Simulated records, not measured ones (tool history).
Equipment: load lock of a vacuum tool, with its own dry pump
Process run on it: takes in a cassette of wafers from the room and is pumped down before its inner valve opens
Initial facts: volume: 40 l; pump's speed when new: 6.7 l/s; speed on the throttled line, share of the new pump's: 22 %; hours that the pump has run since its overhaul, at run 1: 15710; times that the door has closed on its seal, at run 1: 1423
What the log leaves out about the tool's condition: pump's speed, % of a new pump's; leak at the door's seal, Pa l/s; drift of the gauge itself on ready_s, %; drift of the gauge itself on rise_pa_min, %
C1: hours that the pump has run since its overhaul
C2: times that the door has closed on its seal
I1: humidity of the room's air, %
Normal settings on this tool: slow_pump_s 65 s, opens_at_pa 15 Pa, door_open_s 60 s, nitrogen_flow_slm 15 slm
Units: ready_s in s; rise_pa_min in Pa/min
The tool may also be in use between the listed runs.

{"run": 1, "day": 0.0, "slow_pump_s": 65, "opens_at_pa": 15, "door_open_s": 60, "nitrogen_flow_slm": 15, "C1": 15710, "C2": 1423, "I1": 45.7, "ready_s": 116.1, "rise_pa_min": 0.037}
{"run": 2, "day": 11.192, "slow_pump_s": 65, "opens_at_pa": 14, "door_open_s": 60, "nitrogen_flow_slm": 15, "C1": 15979, "C2": 1874, "I1": 43.7, "ready_s": 115.9, "rise_pa_min": 0.035}
{"run": 3, "day": 23.242, "slow_pump_s": 65, "opens_at_pa": 14, "door_open_s": 60, "nitrogen_flow_slm": 15, "C1": 16268, "C2": 2359, "I1": 41.4, "ready_s": 117.2, "rise_pa_min": 0.038}
{"run": 4, "day": 39.392, "slow_pump_s": 65, "opens_at_pa": 14, "door_open_s": 60, "nitrogen_flow_slm": 15, "C1": 16656, "C2": 3009, "I1": 43.3, "ready_s": 116.9, "rise_pa_min": 0.039}
{"run": 5, "day": 60.067, "slow_pump_s": 65, "opens_at_pa": 15, "door_open_s": 60, "nitrogen_flow_slm": 15, "C1": 17152, "C2": 3842, "I1": 46.3, "ready_s": 117.4, "rise_pa_min": 0.042}
{"run": 6, "day": 78.425, "slow_pump_s": 65, "opens_at_pa": 15, "door_open_s": 60, "nitrogen_flow_slm": 23, "C1": 17593, "C2": 4581, "I1": 43.8, "ready_s": 118, "rise_pa_min": 0.038}
{"run": 7, "day": 100.308, "slow_pump_s": 65, "opens_at_pa": 15, "door_open_s": 60, "nitrogen_flow_slm": 15, "C1": 18118, "C2": 5462, "I1": 45.7, "ready_s": 117.2, "rise_pa_min": 0.041}
{"day": 113.908, "done": "dry pump taken out, an overhauled one fitted"}
{"run": 8, "day": 120.412, "slow_pump_s": 65, "opens_at_pa": 15, "door_open_s": 60, "nitrogen_flow_slm": 15, "C1": 156, "C2": 6261, "I1": 48.5, "ready_s": 102.8, "rise_pa_min": 0.051}
{"run": 9, "day": 131.738, "slow_pump_s": 65, "opens_at_pa": 15, "door_open_s": 60, "nitrogen_flow_slm": 15, "C1": 428, "C2": 6717, "I1": 43.9, "ready_s": 104.3, "rise_pa_min": 0.047}
{"run": 10, "day": 144.408, "slow_pump_s": 65, "opens_at_pa": 15, "door_open_s": 60, "nitrogen_flow_slm": 6, "C1": 732, "C2": 7227, "I1": 42.1, "ready_s": 104.1, "rise_pa_min": 0.069}
{"run": 11, "day": 158.85, "slow_pump_s": 65, "opens_at_pa": 15, "door_open_s": 60, "nitrogen_flow_slm": 6, "C1": 1079, "C2": 7809, "I1": 47.4, "ready_s": 104.1, "rise_pa_min": 0.07}
{"run": 12, "day": 180.942, "slow_pump_s": 65, "opens_at_pa": 15, "door_open_s": 60, "nitrogen_flow_slm": 6, "C1": 1609, "C2": 8698, "I1": 44.1, "ready_s": 103.7, "rise_pa_min": 0.069}
{"run": 13, "day": 204.021, "slow_pump_s": 65, "opens_at_pa": 15, "door_open_s": 60, "nitrogen_flow_slm": 6, "C1": 2163, "C2": 9628, "I1": 48.7, "ready_s": 104.6, "rise_pa_min": 0.077}
{"run": 14, "day": 215.504, "slow_pump_s": 65, "opens_at_pa": 15, "door_open_s": 44, "nitrogen_flow_slm": 15, "C1": 2438, "C2": 10090, "I1": 42.6, "ready_s": 104.2, "rise_pa_min": 0.043}
{"run": 15, "day": 232.375, "slow_pump_s": 65, "opens_at_pa": 15, "door_open_s": 44, "nitrogen_flow_slm": 15, "C1": 2843, "C2": 10769, "I1": 42.8, "ready_s": 105.4, "rise_pa_min": 0.046}
{"run": 16, "day": 245.662, "slow_pump_s": 65, "opens_at_pa": 15, "door_open_s": 44, "nitrogen_flow_slm": 15, "C1": 3162, "C2": 11304, "I1": 47.8, "ready_s": 103.3, "rise_pa_min": 0.054}
{"run": 17, "day": 256.733, "slow_pump_s": 65, "opens_at_pa": 20, "door_open_s": 44, "nitrogen_flow_slm": 15, "C1": 3428, "C2": 11750, "I1": 44.8, "ready_s": 104.4, "rise_pa_min": 0.053}
{"run": 18, "day": 266.217, "slow_pump_s": 65, "opens_at_pa": 20, "door_open_s": 44, "nitrogen_flow_slm": 15, "C1": 3655, "C2": 12132, "I1": 43.7, "ready_s": 102.6, "rise_pa_min": 0.055}
{"run": 19, "day": 282.283, "slow_pump_s": 54, "opens_at_pa": 15, "door_open_s": 107, "nitrogen_flow_slm": 15, "C1": 4041, "C2": 12779, "I1": 43.1, "ready_s": 98, "rise_pa_min": 0.074}
{"run": 20, "day": 292.462, "slow_pump_s": 89, "opens_at_pa": 18, "door_open_s": 201, "nitrogen_flow_slm": 7, "C1": 4285, "C2": 13188, "I1": 45, "ready_s": 123, "rise_pa_min": 0.132}
{"run": 21, "day": 309.575, "slow_pump_s": 65, "opens_at_pa": 15, "door_open_s": 36, "nitrogen_flow_slm": 4, "C1": 4696, "C2": 13877, "I1": 45.4, "ready_s": 106.2, "rise_pa_min": 0.07}
{"run": 22, "day": 331.012, "slow_pump_s": 65, "opens_at_pa": 17, "door_open_s": 36, "nitrogen_flow_slm": 25, "C1": 5211, "C2": 14741, "I1": 43.7, "ready_s": 105.8, "rise_pa_min": 0.055}
{"run": 23, "day": 343.838, "slow_pump_s": 65, "opens_at_pa": 17, "door_open_s": 36, "nitrogen_flow_slm": 25, "C1": 5518, "C2": 15257, "I1": 44.5, "ready_s": 105.2, "rise_pa_min": 0.053}
{"run": 24, "day": 357.704, "slow_pump_s": 65, "opens_at_pa": 15, "door_open_s": 60, "nitrogen_flow_slm": 9, "C1": 5851, "C2": 15815, "I1": 47.8, "ready_s": 106.7, "rise_pa_min": 0.084}
{"run": 25, "day": 369.388, "slow_pump_s": 65, "opens_at_pa": 15, "door_open_s": 60, "nitrogen_flow_slm": 9, "C1": 6131, "C2": 16286, "I1": 48.4, "ready_s": 107.3, "rise_pa_min": 0.093}
{"run": 26, "day": 387.942, "slow_pump_s": 88, "opens_at_pa": 15, "door_open_s": 155, "nitrogen_flow_slm": 9, "C1": 6577, "C2": 17033, "I1": 42.7, "ready_s": 124.6, "rise_pa_min": 0.114}
{"run": 27, "day": 398.204, "slow_pump_s": 33, "opens_at_pa": 15, "door_open_s": 60, "nitrogen_flow_slm": 13, "C1": 6823, "C2": 17446, "I1": 41.4, "ready_s": 83, "rise_pa_min": 0.074}
{"run": 28, "day": 411.508, "slow_pump_s": 33, "opens_at_pa": 15, "door_open_s": 60, "nitrogen_flow_slm": 13, "C1": 7142, "C2": 17981, "I1": 44.6, "ready_s": 84.1, "rise_pa_min": 0.081}
{"run": 29, "day": 422.988, "slow_pump_s": 65, "opens_at_pa": 14, "door_open_s": 88, "nitrogen_flow_slm": 15, "C1": 7418, "C2": 18444, "I1": 43.6, "ready_s": 108, "rise_pa_min": 0.089}
{"run": 30, "day": 434.383, "slow_pump_s": 46, "opens_at_pa": 13, "door_open_s": 207, "nitrogen_flow_slm": 15, "C1": 7691, "C2": 18902, "I1": 44.5, "ready_s": 96.3, "rise_pa_min": 0.116}
{"run": 31, "day": 454.304, "slow_pump_s": 84, "opens_at_pa": 16, "door_open_s": 173, "nitrogen_flow_slm": 9, "C1": 8169, "C2": 19704, "I1": 43.9, "ready_s": 122.8, "rise_pa_min": 0.127}
{"run": 32, "day": 474.842, "slow_pump_s": 65, "opens_at_pa": 20, "door_open_s": 162, "nitrogen_flow_slm": 5, "C1": 8662, "C2": 20531, "I1": 48.5, "ready_s": 107, "rise_pa_min": 0.162}
{"run": 33, "day": 484.65, "slow_pump_s": 65, "opens_at_pa": 20, "door_open_s": 162, "nitrogen_flow_slm": 5, "C1": 8898, "C2": 20926, "I1": 46.7, "ready_s": 106.8, "rise_pa_min": 0.16}
{"run": 34, "day": 507.112, "slow_pump_s": 110, "opens_at_pa": 15, "door_open_s": 128, "nitrogen_flow_slm": 5, "C1": 9437, "C2": 21831, "I1": 48.1, "ready_s": 142.8, "rise_pa_min": 0.15}
{"run": 35, "day": 517.962, "slow_pump_s": 43, "opens_at_pa": 16, "door_open_s": 48, "nitrogen_flow_slm": 29, "C1": 9697, "C2": 22267, "I1": 43.2, "ready_s": 93.2, "rise_pa_min": 0.076}
{"run": 36, "day": 536.5, "slow_pump_s": 43, "opens_at_pa": 16, "door_open_s": 48, "nitrogen_flow_slm": 29, "C1": 10142, "C2": 23014, "I1": 45.8, "ready_s": 93.7, "rise_pa_min": 0.079}

Predict each of these 5 candidate next runs independently; none follows another, all start after run 36:
{"run": "A", "day": 550.342, "slow_pump_s": 51, "opens_at_pa": 28, "door_open_s": 60, "nitrogen_flow_slm": 15, "C1": 10474, "C2": 23571, "I1": 45.4, "ready_s": "?", "rise_pa_min": "?"}
{"run": "B", "day": 550.342, "slow_pump_s": 43, "opens_at_pa": 16, "door_open_s": 48, "nitrogen_flow_slm": 36, "C1": 10474, "C2": 23571, "I1": 45.7, "ready_s": "?", "rise_pa_min": "?"}
{"run": "C", "day": 550.342, "slow_pump_s": 108, "opens_at_pa": 15, "door_open_s": 115, "nitrogen_flow_slm": 15, "C1": 10474, "C2": 23571, "I1": 49, "ready_s": "?", "rise_pa_min": "?"}
{"run": "D", "day": 550.342, "slow_pump_s": 121, "opens_at_pa": 18, "door_open_s": 60, "nitrogen_flow_slm": 15, "C1": 10474, "C2": 23571, "I1": 46.5, "ready_s": "?", "rise_pa_min": "?"}
{"run": "E", "day": 550.342, "slow_pump_s": 66, "opens_at_pa": 15, "door_open_s": 60, "nitrogen_flow_slm": 15, "C1": 10474, "C2": 23571, "I1": 43.8, "ready_s": "?", "rise_pa_min": "?"}

run=A ready_s=95.7 rise_pa_min=0.094
run=B ready_s=93 rise_pa_min=0.077
run=C ready_s=142.9 rise_pa_min=0.117
run=D ready_s=150.6 rise_pa_min=0.097
run=E ready_s=110.6 rise_pa_min=0.096
Without the tool's hidden state the same runs would have given:
run=A ready_s=89.1 rise_pa_min=0.037
run=B ready_s=85.7 rise_pa_min=0.02
run=C ready_s=137.9 rise_pa_min=0.06
run=D ready_s=146.2 rise_pa_min=0.039
run=E ready_s=104 rise_pa_min=0.038
